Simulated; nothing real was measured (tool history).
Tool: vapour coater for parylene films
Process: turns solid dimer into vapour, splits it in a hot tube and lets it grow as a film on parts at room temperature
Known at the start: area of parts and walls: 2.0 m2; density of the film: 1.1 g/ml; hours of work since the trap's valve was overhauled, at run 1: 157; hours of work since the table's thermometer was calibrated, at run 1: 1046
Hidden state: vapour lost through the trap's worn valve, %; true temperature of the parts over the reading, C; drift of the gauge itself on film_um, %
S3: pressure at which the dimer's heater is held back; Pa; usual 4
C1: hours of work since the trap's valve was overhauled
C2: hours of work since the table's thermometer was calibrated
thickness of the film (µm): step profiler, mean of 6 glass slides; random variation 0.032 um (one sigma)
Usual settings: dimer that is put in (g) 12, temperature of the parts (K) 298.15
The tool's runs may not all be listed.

run 1 hour=0 | dimer_that_is_put_in_(g)=12 temperature_of_the_parts_(K)=298.15 S3=4 | C1=157 C2=1046 | thickness_of_the_film_(µm)=3.14
run 2 hour=37.3 | dimer_that_is_put_in_(g)=12 temperature_of_the_parts_(K)=298.15 S3=4 | C1=178 C2=1067 | thickness_of_the_film_(µm)=3.17
run 3 hour=67.1 | dimer_that_is_put_in_(g)=12 temperature_of_the_parts_(K)=298.15 S3=4 | C1=195 C2=1084 | thickness_of_the_film_(µm)=3.13
run 4 hour=101.4 | dimer_that_is_put_in_(g)=12 temperature_of_the_parts_(K)=298.15 S3=4 | C1=214 C2=1104 | thickness_of_the_film_(µm)=3.16
run 5 hour=130.1 | dimer_that_is_put_in_(g)=12 temperature_of_the_parts_(K)=298.15 S3=4 | C1=231 C2=1120 | thickness_of_the_film_(µm)=3.16
run 6 hour=166.9 | dimer_that_is_put_in_(g)=12 temperature_of_the_parts_(K)=298.15 S3=4 | C1=252 C2=1141 | thickness_of_the_film_(µm)=3.11
run 7 hour=191.9 | dimer_that_is_put_in_(g)=12 temperature_of_the_parts_(K)=298.15 S3=4 | C1=266 C2=1155 | thickness_of_the_film_(µm)=3.16
run 8 hour=214.9 | dimer_that_is_put_in_(g)=12 temperature_of_the_parts_(K)=298.15 S3=4 | C1=279 C2=1168 | thickness_of_the_film_(µm)=3.16
run 9 hour=248.6 | dimer_that_is_put_in_(g)=12 temperature_of_the_parts_(K)=298.15 S3=4 | C1=298 C2=1188 | thickness_of_the_film_(µm)=3.16
run 10 hour=289.9 | dimer_that_is_put_in_(g)=12 temperature_of_the_parts_(K)=298.15 S3=4 | C1=322 C2=1211 | thickness_of_the_film_(µm)=3.19
run 11 hour=319.3 | dimer_that_is_put_in_(g)=12 temperature_of_the_parts_(K)=298.15 S3=4 | C1=339 C2=1228 | thickness_of_the_film_(µm)=3.16
run 12 hour=344.4 | dimer_that_is_put_in_(g)=12 temperature_of_the_parts_(K)=298.15 S3=4 | C1=353 C2=1242 | thickness_of_the_film_(µm)=3.2
run 13 hour=365.5 | dimer_that_is_put_in_(g)=12 temperature_of_the_parts_(K)=298.15 S3=4 | C1=365 C2=1254 | thickness_of_the_film_(µm)=3.16
run 14 hour=391.7 | dimer_that_is_put_in_(g)=12 temperature_of_the_parts_(K)=298.15 S3=4 | C1=380 C2=1269 | thickness_of_the_film_(µm)=3.15
run 15 hour=424 | dimer_that_is_put_in_(g)=12 temperature_of_the_parts_(K)=298.15 S3=4 | C1=398 C2=1288 | thickness_of_the_film_(µm)=3.16
-- hour=433.9 trap's valve overhauled
run 16 hour=461.6 | dimer_that_is_put_in_(g)=12 temperature_of_the_parts_(K)=298.15 S3=4 | C1=16 C2=1307 | thickness_of_the_film_(µm)=3.19
run 17 hour=499.7 | dimer_that_is_put_in_(g)=12 temperature_of_the_parts_(K)=298.15 S3=5.99 | C1=38 C2=1329 | thickness_of_the_film_(µm)=2.95
run 18 hour=540.2 | dimer_that_is_put_in_(g)=12 temperature_of_the_parts_(K)=298.15 S3=5.99 | C1=61 C2=1352 | thickness_of_the_film_(µm)=2.9
run 19 hour=574.2 | dimer_that_is_put_in_(g)=12 temperature_of_the_parts_(K)=298.15 S3=5.99 | C1=80 C2=1371 | thickness_of_the_film_(µm)=2.88
run 20 hour=606.5 | dimer_that_is_put_in_(g)=12 temperature_of_the_parts_(K)=298.15 S3=4 | C1=99 C2=1390 | thickness_of_the_film_(µm)=3.21
run 21 hour=630 | dimer_that_is_put_in_(g)=12 temperature_of_the_parts_(K)=298.15 S3=4 | C1=112 C2=1403 | thickness_of_the_film_(µm)=3.17
run 22 hour=669.9 | dimer_that_is_put_in_(g)=12 temperature_of_the_parts_(K)=298.15 S3=4 | C1=135 C2=1426 | thickness_of_the_film_(µm)=3.16
run 23 hour=697 | dimer_that_is_put_in_(g)=12 temperature_of_the_parts_(K)=298.15 S3=4 | C1=150 C2=1441 | thickness_of_the_film_(µm)=3.13
run 24 hour=743.5 | dimer_that_is_put_in_(g)=12 temperature_of_the_parts_(K)=298.15 S3=4 | C1=177 C2=1468 | thickness_of_the_film_(µm)=3.2
run 25 hour=782.9 | dimer_that_is_put_in_(g)=7 temperature_of_the_parts_(K)=300.15 S3=7.31 | C1=199 C2=1490 | thickness_of_the_film_(µm)=1.51
run 26 hour=803.4 | dimer_that_is_put_in_(g)=9 temperature_of_the_parts_(K)=296.15 S3=2.16 | C1=211 C2=1502 | thickness_of_the_film_(µm)=2.88
run 27 hour=846.6 | dimer_that_is_put_in_(g)=18 temperature_of_the_parts_(K)=305.15 S3=7.92 | C1=235 C2=1527 | thickness_of_the_film_(µm)=3.28
run 28 hour=871.9 | dimer_that_is_put_in_(g)=12 temperature_of_the_parts_(K)=302.15 S3=2.42 | C1=250 C2=1541 | thickness_of_the_film_(µm)=3.01
run 29 hour=915.4 | dimer_that_is_put_in_(g)=12 temperature_of_the_parts_(K)=302.15 S3=2.42 | C1=275 C2=1566 | thickness_of_the_film_(µm)=3.01
-- hour=932.8 table's thermometer calibrated
run 30 hour=963.7 | dimer_that_is_put_in_(g)=12 temperature_of_the_parts_(K)=302.15 S3=2.42 | C1=302 C2=18 | thickness_of_the_film_(µm)=2.96
run 31 hour=1008.8 | dimer_that_is_put_in_(g)=18 temperature_of_the_parts_(K)=303.15 S3=4 | C1=327 C2=43 | thickness_of_the_film_(µm)=3.91
run 32 hour=1039.8 | dimer_that_is_put_in_(g)=10 temperature_of_the_parts_(K)=292.15 S3=6.45 | C1=345 C2=61 | thickness_of_the_film_(µm)=3.05
run 33 hour=1061.2 | dimer_that_is_put_in_(g)=8 temperature_of_the_parts_(K)=298.15 S3=3.29 | C1=357 C2=73 | thickness_of_the_film_(µm)=2.13
run 34 hour=1105.2 | dimer_that_is_put_in_(g)=9 temperature_of_the_parts_(K)=309.15 S3=4.17 | C1=382 C2=98 | thickness_of_the_film_(µm)=1.57
-- hour=1144.5 trap's valve overhauled
run 35 hour=1155.3 | dimer_that_is_put_in_(g)=20 temperature_of_the_parts_(K)=294.15 S3=4 | C1=6 C2=125 | thickness_of_the_film_(µm)=6.08
run 36 hour=1190.2 | dimer_that_is_put_in_(g)=20 temperature_of_the_parts_(K)=294.15 S3=4 | C1=26 C2=145 | thickness_of_the_film_(µm)=6.11
run 37 hour=1214 | dimer_that_is_put_in_(g)=20 temperature_of_the_parts_(K)=294.15 S3=4 | C1=40 C2=158 | thickness_of_the_film_(µm)=6.12
run 38 hour=1258.4 | dimer_that_is_put_in_(g)=20 temperature_of_the_parts_(K)=294.15 S3=4 | C1=65 C2=183 | thickness_of_the_film_(µm)=6.09
run 39 hour=1290.9 | dimer_that_is_put_in_(g)=7 temperature_of_the_parts_(K)=295.15 S3=8.23 | C1=83 C2=202 | thickness_of_the_film_(µm)=1.8
run 40 hour=1326.5 | dimer_that_is_put_in_(g)=17 temperature_of_the_parts_(K)=301.15 S3=2.09 | C1=104 C2=222 | thickness_of_the_film_(µm)=4.5
run 41 hour=1351.2 | dimer_that_is_put_in_(g)=18 temperature_of_the_parts_(K)=298.15 S3=4 | C1=118 C2=236 | thickness_of_the_film_(µm)=4.69
run 42 hour=1386.1 | dimer_that_is_put_in_(g)=7 temperature_of_the_parts_(K)=292.15 S3=2.93 | C1=138 C2=256 | thickness_of_the_film_(µm)=2.4
run 43 hour=1424.7 | dimer_that_is_put_in_(g)=20 temperature_of_the_parts_(K)=298.15 S3=3 | C1=160 C2=278 | thickness_of_the_film_(µm)=5.56
run 44 hour=1463.5 | dimer_that_is_put_in_(g)=10 temperature_of_the_parts_(K)=310.15 S3=3.54 | C1=182 C2=300 | thickness_of_the_film_(µm)=1.72
run 45 hour=1489.4 | dimer_that_is_put_in_(g)=10 temperature_of_the_parts_(K)=310.15 S3=3.54 | C1=197 C2=315 | thickness_of_the_film_(µm)=1.7
run 46 hour=1520.7 | dimer_that_is_put_in_(g)=10 temperature_of_the_parts_(K)=310.15 S3=3.54 | C1=215 C2=333 | thickness_of_the_film_(µm)=1.69
run 47 hour=1565.5 | dimer_that_is_put_in_(g)=10 temperature_of_the_parts_(K)=310.15 S3=3.54 | C1=240 C2=359 | thickness_of_the_film_(µm)=1.71
run 48 hour=1597.5 | dimer_that_is_put_in_(g)=7 temperature_of_the_parts_(K)=296.15 S3=3.78 | C1=258 C2=377 | thickness_of_the_film_(µm)=2.05

3 ways to go on from here, each from the tool as it stands after run 48. What would each give?
run A hour=1632.5 | dimer_that_is_put_in_(g)=20 temperature_of_the_parts_(K)=292.15 S3=6.03 | C1=278 C2=397 | thickness_of_the_film_(µm)=?
run B hour=1632.5 | dimer_that_is_put_in_(g)=7 temperature_of_the_parts_(K)=290.15 S3=3.78 | C1=278 C2=397 | thickness_of_the_film_(µm)=?
run C hour=1632.5 | dimer_that_is_put_in_(g)=7 temperature_of_the_parts_(K)=297.15 S3=5.57 | C1=278 C2=397 | thickness_of_the_film_(µm)=?

run=A thickness_of_the_film_(µm)=6
run=B thickness_of_the_film_(µm)=2.5
run=C thickness_of_the_film_(µm)=1.79
Without the tool's hidden state the same runs would have given:
run=A thickness_of_the_film_(µm)=6.02
run=B thickness_of_the_film_(µm)=2.51
run=C thickness_of_the_film_(µm)=1.79
